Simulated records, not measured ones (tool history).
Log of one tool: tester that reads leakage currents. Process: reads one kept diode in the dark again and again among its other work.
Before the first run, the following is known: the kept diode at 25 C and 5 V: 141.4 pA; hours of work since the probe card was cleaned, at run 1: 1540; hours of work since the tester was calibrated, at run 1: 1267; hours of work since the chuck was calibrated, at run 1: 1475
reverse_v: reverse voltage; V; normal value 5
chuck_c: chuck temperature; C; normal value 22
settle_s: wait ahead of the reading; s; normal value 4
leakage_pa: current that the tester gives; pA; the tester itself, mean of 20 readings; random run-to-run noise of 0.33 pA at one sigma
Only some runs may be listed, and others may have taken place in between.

run,hour,reverse_v,chuck_c,settle_s,hours of work since the probe card was cleaned,hours of work since the tester was calibrated,hours of work since the chuck was calibrated,leakage_pa
1,0,5,22,4,1540,1267,1475,99.22
2,68.1,5,22,4,1569,1296,1505,99.25
3,140.4,5,22,4,1601,1328,1536,98.79
# hour 209.5: chuck's temperature calibrated
4,220.4,5,22,4.12,1635,1362,5,109.37
5,311.7,5,22,4.12,1674,1401,44,109.29
6,413.8,5,22,4,1719,1445,89,109.08
7,503.8,5,28,4,1758,1485,128,187.81
8,558.5,5,22,4,1782,1508,152,108.52
9,633.3,5,22,0.74,1814,1541,184,110.58
10,717.1,5,22,0.74,1850,1577,220,110.26
11,779.3,5,22,0.74,1877,1604,247,109.79
12,853.7,5,22,4,1910,1636,280,107.74
13,955.4,5,22,4,1954,1681,324,107.07
14,1056.6,5,22,4,1998,1725,368,107.32
15,1152.7,5,22,4,2040,1766,410,107.11
16,1267,5,22,4,2089,1816,459,106.73
17,1386.1,1.59,22,4,2141,1868,511,70.2
18,1452.6,1.59,22,4,2170,1897,540,70.95
19,1558.4,1.59,22,4,2216,1943,586,70.81
20,1625.9,5,22,4,2245,1972,615,105.82
21,1694.8,5,22,4,2275,2002,645,105.76
22,1762.4,5,22,4,2304,2031,674,105.61
23,1816.4,1.09,24,1.06,2328,2055,698,73.72
24,1935.1,18.02,54,4.46,2379,2106,749,2452.54
25,1998.5,18.02,54,4.46,2407,2134,777,2445.89
26,2075.6,5,22,2.37,2440,2167,810,105.66
27,2143.5,5,22,2.37,2470,2197,840,104.41
# hour 2155.5: tester calibrated
28,2203.2,6.17,38,7.59,2495,21,865,459.13
29,2279.3,5,52,4,2528,54,898,1327.41
30,2354.3,5,34,0.72,2560,86,930,303.81
31,2416.4,6.18,27,4,2587,113,957,175.39
32,2476,13.35,38,2.31,2613,139,983,600.52
33,2562,19.69,38,2.31,2651,177,1021,686.37
34,2633.7,4.96,53,2.31,2682,208,1052,1424.76
35,2688.1,5,22,6.51,2705,231,1075,102.11
36,2790.6,1.99,25,1.22,2750,276,1120,96.99
# hour 2800.8: tester calibrated, once more
37,2882.7,1.99,25,1.22,2789,36,1159,99.07
38,2952.1,18.37,46,0.97,2819,66,1189,1317.36
39,3042.1,18.37,46,0.97,2858,105,1228,1310.97

Predict each of these 4 candidate next runs independently; none follows another, all start after run 39:
A,3102.5,5,28,2.74,2884,131,1254,?
B,3102.5,1.63,45,0.51,2884,131,1254,?
C,3102.5,5,37,4,2884,131,1254,?
D,3102.5,5,29,4,2884,131,1254,?

run,leakage_pa
A,178.9
B,521.21
C,392.3
D,196.27
With the hidden condition removed and each run's random variation left untouched, the same runs would have given:
run,leakage_pa
A,186.91
B,549.79
C,412.5
D,205.3
